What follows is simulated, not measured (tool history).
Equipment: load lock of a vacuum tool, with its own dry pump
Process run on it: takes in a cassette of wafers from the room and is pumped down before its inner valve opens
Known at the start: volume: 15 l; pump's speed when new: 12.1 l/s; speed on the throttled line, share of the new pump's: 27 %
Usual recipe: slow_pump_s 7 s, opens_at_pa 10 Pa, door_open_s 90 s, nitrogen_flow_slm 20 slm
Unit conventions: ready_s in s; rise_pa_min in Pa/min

run	hour	slow_pump_s	opens_at_pa	door_open_s	nitrogen_flow_slm	incoming humidity of the room's air, %	ready_s	rise_pa_min
1	0	7	10	90	20	45	17.5	0.198
2	123.3	7	10	218	20	44.7	17.2	0.241
3	221.7	7	10	218	20	46.7	17.6	0.247
4	361.2	7	10	218	24	43.4	17.6	0.23
5	478.2	6	10	218	24	43.5	16.6	0.235
6	589	7	10	90	20	42.4	18	0.202
7	675.6	5	10	90	20	45.2	15.8	0.207
8	746.9	5	10	90	20	49.6	16.1	0.213
9	895.5	5	10	90	20	45.7	16.4	0.214
10	965.9	5	10	90	20	44.9	16.4	0.214
11	1093.4	5	10	90	20	42.5	16.4	0.214
12	1224.8	7	10	90	20	45.1	18	0.23
13	1342.6	7	10	90	20	42.4	17.1	0.225
14	1494.3	7	10	90	20	43.9	17.6	0.23
15	1622.7	7	10	90	6	45.6	17.7	0.266
16	1754.7	7	10	90	6	46.2	17.3	0.274
17	1874.5	7	10	90	6	44.4	18	0.278
18	2036.8	7	10	90	6	44.1	17.8	0.267
19	2123.8	7	10	90	20	43.8	17.7	0.251
20	2278.5	7	10	90	6	45	17.8	0.28
21	2380.9	7	10	90	6	44.5	17.5	0.292
22	2516.6	10	10	90	20	44.4	19.9	0.267
23	2679.5	10	10	52	12	46.2	19.6	0.268
24	2814	10	10	52	12	41.4	19.5	0.261
25	2962.3	11	12	198	10	45	20.9	0.343
26	3098.4	11	12	198	10	43.8	20.2	0.359
27	3212.4	7	9	126	4	43.6	18.5	0.349
28	3345.9	7	7	90	5	43.3	18.4	0.329
29	3419.8	10	10	90	20	45.3	19.8	0.303
30	3505.6	10	10	90	20	46.3	20.3	0.304
31	3641	7	9	90	5	43.6	18	0.34
32	3731.8	5	10	35	27	47.9	16.9	0.277
33	3855.1	7	20	64	20	43	17.3	0.302
34	4017.3	4	7	90	20	42.4	16.5	0.322
35	4165.4	4	7	90	20	46.5	16.3	0.334
36	4243.8	8	7	176	43	47.6	19.2	0.34
37	4397.6	8	7	176	43	40.5	19.3	0.332
38	4558.3	8	7	176	43	44.7	19.5	0.344

Below are 3 alternative next runs, each starting from the tool's condition after run 38. Predict each:
A	4729.2	12	7	176	43	45.5	?	?
B	4729.2	9	19	90	20	47.3	?	?
C	4729.2	8	18	90	20	46.3	?	?

run	ready_s	rise_pa_min
A	22.5	0.346
B	19.2	0.358
C	18.2	0.352
What these runs would have given with no unlogged condition in the tool:
run	ready_s	rise_pa_min
A	21.1	0.088
B	18	0.1
C	16.9	0.094

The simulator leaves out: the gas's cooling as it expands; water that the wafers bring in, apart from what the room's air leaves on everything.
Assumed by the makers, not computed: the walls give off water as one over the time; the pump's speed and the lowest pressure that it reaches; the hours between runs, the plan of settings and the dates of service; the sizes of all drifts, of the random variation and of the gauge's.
